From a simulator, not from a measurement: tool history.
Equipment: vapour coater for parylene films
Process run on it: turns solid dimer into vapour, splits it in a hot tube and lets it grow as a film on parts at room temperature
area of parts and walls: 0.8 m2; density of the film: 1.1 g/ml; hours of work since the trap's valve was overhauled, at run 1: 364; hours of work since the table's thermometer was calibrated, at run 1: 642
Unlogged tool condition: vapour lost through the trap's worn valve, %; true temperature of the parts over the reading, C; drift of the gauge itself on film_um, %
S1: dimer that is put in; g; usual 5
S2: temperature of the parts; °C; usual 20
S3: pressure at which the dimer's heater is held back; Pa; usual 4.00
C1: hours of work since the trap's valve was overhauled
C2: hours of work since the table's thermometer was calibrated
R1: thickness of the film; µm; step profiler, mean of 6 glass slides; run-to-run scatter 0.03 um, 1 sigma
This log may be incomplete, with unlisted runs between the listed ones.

run    hour  S1  S2    S3   C1    C2    R1
  1     0.0   5  20  4.00  364   642  2.66
  2    59.4   5  12  4.00  416   693  3.14
  3   102.4   5  12  4.00  453   730  3.20
  4   161.0   5  20  4.00  503   781  2.55
      183.3  -- trap's valve overhauled
  5   221.3   5  20  4.00   33   830  2.92
  6   297.9   5  20  4.00   99   896  2.88
  7   337.1   5  20  4.00  133   930  2.88
  8   425.3   5  20  4.00  209  1006  2.81
  9   497.6   5  20  4.00  271  1068  2.77
 10   564.9   5  20  4.00  330  1126  2.75
 11   616.0   5  20  4.00  374  1170  2.78
 12   664.2   5  20  4.00  415  1212  2.72
 13   738.7   5  20  4.00  480  1276  2.66
      788.3  -- trap's valve overhauled
 14   822.3   7  12  2.10   29  1345  5.43
 15   889.2   7  20  2.92   87  1403  4.28
 16   925.3   5  22  2.09  118  1434  2.93
      952.3  -- table's thermometer calibrated
 17  1002.4   4  19  2.09  184    43  2.41
 18  1060.8   6  19  3.84  234    94  3.44
 19  1124.6   8  16  4.00  290   149  4.86

Run 20, settings as shown, results not yet in. Your forecast:
 20  1164.0   8  16  4.00  324  183   ?

R1: 4.81 µm
On a tool with no hidden condition, and with the same random variation, this run would have come out at R1 5.16 µm.
